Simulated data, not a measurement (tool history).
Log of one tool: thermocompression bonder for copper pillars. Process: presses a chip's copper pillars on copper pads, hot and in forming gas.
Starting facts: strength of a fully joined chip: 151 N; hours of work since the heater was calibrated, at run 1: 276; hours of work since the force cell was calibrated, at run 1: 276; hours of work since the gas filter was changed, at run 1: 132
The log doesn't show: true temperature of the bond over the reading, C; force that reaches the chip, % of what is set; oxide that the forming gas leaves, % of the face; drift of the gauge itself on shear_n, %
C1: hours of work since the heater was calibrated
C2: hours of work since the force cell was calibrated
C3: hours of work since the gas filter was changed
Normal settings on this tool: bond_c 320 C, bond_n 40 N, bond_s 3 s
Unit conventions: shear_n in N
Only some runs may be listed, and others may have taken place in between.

run 1 hour=0.0 | bond_c=320 bond_n=40 bond_s=3 | C1=276 C2=276 C3=132 | shear_n=49.4
run 2 hour=21.7 | bond_c=320 bond_n=40 bond_s=3 | C1=288 C2=288 C3=145 | shear_n=49.6
run 3 hour=37.6 | bond_c=320 bond_n=40 bond_s=3 | C1=298 C2=298 C3=154 | shear_n=49.3
run 4 hour=58.9 | bond_c=320 bond_n=40 bond_s=3 | C1=310 C2=310 C3=166 | shear_n=49.3
run 5 hour=74.3 | bond_c=320 bond_n=40 bond_s=3 | C1=320 C2=320 C3=176 | shear_n=48.9
run 6 hour=102.8 | bond_c=320 bond_n=40 bond_s=3 | C1=336 C2=336 C3=192 | shear_n=48.3
run 7 hour=127.4 | bond_c=320 bond_n=40 bond_s=3 | C1=351 C2=351 C3=207 | shear_n=47.7
run 8 hour=144.6 | bond_c=320 bond_n=40 bond_s=3 | C1=361 C2=361 C3=217 | shear_n=47.4
run 9 hour=168.1 | bond_c=320 bond_n=40 bond_s=3 | C1=375 C2=375 C3=231 | shear_n=47.2
run 10 hour=182.2 | bond_c=340 bond_n=40 bond_s=3 | C1=383 C2=383 C3=239 | shear_n=59.9
run 11 hour=210.4 | bond_c=340 bond_n=40 bond_s=3 | C1=400 C2=400 C3=256 | shear_n=60.5
-- hour=228.0 forming gas filter changed
run 12 hour=228.9 | bond_c=340 bond_n=40 bond_s=3 | C1=410 C2=410 C3=1 | shear_n=64.4
run 13 hour=244.5 | bond_c=348 bond_n=40 bond_s=3 | C1=420 C2=420 C3=10 | shear_n=69.8
run 14 hour=269.1 | bond_c=348 bond_n=40 bond_s=3 | C1=434 C2=434 C3=24 | shear_n=69.9
run 15 hour=295.7 | bond_c=348 bond_n=40 bond_s=3 | C1=450 C2=450 C3=40 | shear_n=69.6
run 16 hour=320.5 | bond_c=348 bond_n=40 bond_s=3 | C1=464 C2=464 C3=55 | shear_n=68.7
run 17 hour=346.7 | bond_c=320 bond_n=40 bond_s=3 | C1=480 C2=480 C3=70 | shear_n=49.6
run 18 hour=362.9 | bond_c=320 bond_n=40 bond_s=3 | C1=489 C2=489 C3=80 | shear_n=49.3
run 19 hour=379.2 | bond_c=320 bond_n=40 bond_s=3 | C1=499 C2=499 C3=89 | shear_n=48.6
run 20 hour=397.4 | bond_c=320 bond_n=40 bond_s=3 | C1=510 C2=510 C3=100 | shear_n=48.2
run 21 hour=430.2 | bond_c=327 bond_n=34 bond_s=3 | C1=529 C2=529 C3=119 | shear_n=44.8
run 22 hour=452.8 | bond_c=320 bond_n=38 bond_s=3 | C1=542 C2=542 C3=133 | shear_n=46.1
-- hour=455.6 force cell calibrated
run 23 hour=481.5 | bond_c=320 bond_n=38 bond_s=3 | C1=558 C2=15 C3=149 | shear_n=45.0
run 24 hour=514.0 | bond_c=320 bond_n=38 bond_s=3 | C1=578 C2=34 C3=168 | shear_n=43.8
run 25 hour=538.8 | bond_c=345 bond_n=53 bond_s=4 | C1=592 C2=49 C3=182 | shear_n=86.9
run 26 hour=572.4 | bond_c=295 bond_n=40 bond_s=3 | C1=612 C2=69 C3=202 | shear_n=32.5
-- hour=589.4 force cell calibrated, once more
run 27 hour=589.8 | bond_c=313 bond_n=35 bond_s=2 | C1=621 C2=0 C3=212 | shear_n=31.3
run 28 hour=607.2 | bond_c=291 bond_n=51 bond_s=3 | C1=632 C2=11 C3=222 | shear_n=40.1
run 29 hour=634.8 | bond_c=291 bond_n=43 bond_s=3 | C1=648 C2=27 C3=238 | shear_n=33.1
run 30 hour=662.5 | bond_c=291 bond_n=43 bond_s=3 | C1=664 C2=43 C3=255 | shear_n=32.3
-- hour=683.1 forming gas filter changed
run 31 hour=685.5 | bond_c=327 bond_n=40 bond_s=3 | C1=678 C2=56 C3=1 | shear_n=54.4
run 32 hour=714.6 | bond_c=327 bond_n=40 bond_s=3 | C1=695 C2=74 C3=19 | shear_n=54.8
run 33 hour=737.9 | bond_c=302 bond_n=30 bond_s=3 | C1=708 C2=87 C3=32 | shear_n=28.5
run 34 hour=771.5 | bond_c=302 bond_n=30 bond_s=3 | C1=728 C2=107 C3=52 | shear_n=28.0
run 35 hour=801.2 | bond_c=302 bond_n=28 bond_s=6 | C1=746 C2=125 C3=70 | shear_n=35.9
run 36 hour=830.2 | bond_c=336 bond_n=37 bond_s=4 | C1=763 C2=142 C3=87 | shear_n=60.4
run 37 hour=845.4 | bond_c=336 bond_n=31 bond_s=2 | C1=772 C2=151 C3=96 | shear_n=38.8
run 38 hour=859.8 | bond_c=315 bond_n=35 bond_s=2 | C1=780 C2=159 C3=104 | shear_n=33.0
run 39 hour=886.7 | bond_c=315 bond_n=35 bond_s=2 | C1=796 C2=175 C3=120 | shear_n=32.9

Take each entry between the runs: how does the hidden state at the last listed run before it differ from the hidden state at the first listed run after it?
From run 11 to run 12: forming gas filter changed (hour 228.0)
  true temperature of the bond over the reading, C: -1.7 -> -1.8; force that reaches the chip, % of what is set: 97.8 -> 97.7; oxide that the forming gas leaves, % of the face: 8.89 -> 0.57
  measured value less the no-hidden-state value, shear_n: -8.2 -> -2.6 N
From run 22 to run 23: force cell calibrated (hour 455.6)
  force that reaches the chip, % of what is set: 97.2 -> 96.3; oxide that the forming gas leaves, % of the face: 5.35 -> 5.96
  measured value less the no-hidden-state value, shear_n: -5.2 -> -5.9 N
From run 26 to run 27: force cell calibrated, once more (hour 589.4)
  true temperature of the bond over the reading, C: -2.5 -> -2.6; force that reaches the chip, % of what is set: 96 -> 98.4; oxide that the forming gas leaves, % of the face: 7.96 -> 8.27
  measured value less the no-hidden-state value, shear_n: -5.6 -> -4.6 N
From run 30 to run 31: forming gas filter changed (hour 683.1)
  oxide that the forming gas leaves, % of the face: 9.9 -> 0.66
  measured value less the no-hidden-state value, shear_n: -5.7 -> -3.0 N
